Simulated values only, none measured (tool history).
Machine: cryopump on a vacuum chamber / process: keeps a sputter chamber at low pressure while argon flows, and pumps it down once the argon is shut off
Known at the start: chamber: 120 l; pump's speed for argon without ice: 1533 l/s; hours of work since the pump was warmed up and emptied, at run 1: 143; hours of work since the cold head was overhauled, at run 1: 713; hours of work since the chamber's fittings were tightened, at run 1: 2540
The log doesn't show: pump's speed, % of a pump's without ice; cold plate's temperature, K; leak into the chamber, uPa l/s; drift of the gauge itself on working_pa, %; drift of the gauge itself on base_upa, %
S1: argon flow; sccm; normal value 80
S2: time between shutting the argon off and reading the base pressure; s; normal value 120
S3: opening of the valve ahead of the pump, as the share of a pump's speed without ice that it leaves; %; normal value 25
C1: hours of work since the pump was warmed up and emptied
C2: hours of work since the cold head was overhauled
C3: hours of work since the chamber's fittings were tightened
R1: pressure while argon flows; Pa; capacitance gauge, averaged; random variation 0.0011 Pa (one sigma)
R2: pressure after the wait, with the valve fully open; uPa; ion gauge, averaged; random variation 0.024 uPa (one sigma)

| run | day | S1 | S2 | S3 | C1 | C2 | C3 | R1 | R2 |
|---|---|---|---|---|---|---|---|---|---|
| 1 | 0 | 80 | 120 | 25 | 143 | 713 | 2540 | 0.3554 | 2.41 |
| 2 | 1.9 | 80 | 134 | 25 | 173 | 743 | 2570 | 0.3573 | 2.31 |
| 3 | 3.488 | 80 | 134 | 25 | 198 | 768 | 2596 | 0.3582 | 2.35 |
| 4 | 5.371 | 80 | 134 | 25 | 228 | 798 | 2625 | 0.359 | 2.42 |
| 5 | 6.967 | 80 | 134 | 25 | 254 | 823 | 2651 | 0.3617 | 2.45 |
| 6 | 8.55 | 80 | 120 | 47 | 279 | 848 | 2676 | 0.1946 | 2.52 |
| 7 | 9.646 | 80 | 120 | 47 | 296 | 866 | 2693 | 0.1952 | 2.53 |
| 8 | 11.617 | 80 | 120 | 25 | 327 | 897 | 2724 | 0.3612 | 2.59 |
| 9 | 13.496 | 94 | 283 | 25 | 357 | 927 | 2754 | 0.4263 | 2.2 |
| 10 | 15.079 | 83 | 103 | 25 | 382 | 952 | 2779 | 0.3771 | 2.83 |
| 11 | 16.912 | 78 | 103 | 25 | 411 | 981 | 2808 | 0.3561 | 2.85 |
| 12 | 18.579 | 45 | 127 | 17 | 438 | 1007 | 2835 | 0.2986 | 2.72 |

Run 13, settings as shown, results not yet in. Your forecast:
| 13 | 20.829 | 45 | 241 | 19 | 473 | 1043 | 2871 | ? | ? |

{"run 13": {"R1": 0.2687, "R2": 2.48}}
Were there no unlogged condition in the tool, this run, its random variation unchanged, would have produced R1 0.261 Pa, R2 0.54 uPa.

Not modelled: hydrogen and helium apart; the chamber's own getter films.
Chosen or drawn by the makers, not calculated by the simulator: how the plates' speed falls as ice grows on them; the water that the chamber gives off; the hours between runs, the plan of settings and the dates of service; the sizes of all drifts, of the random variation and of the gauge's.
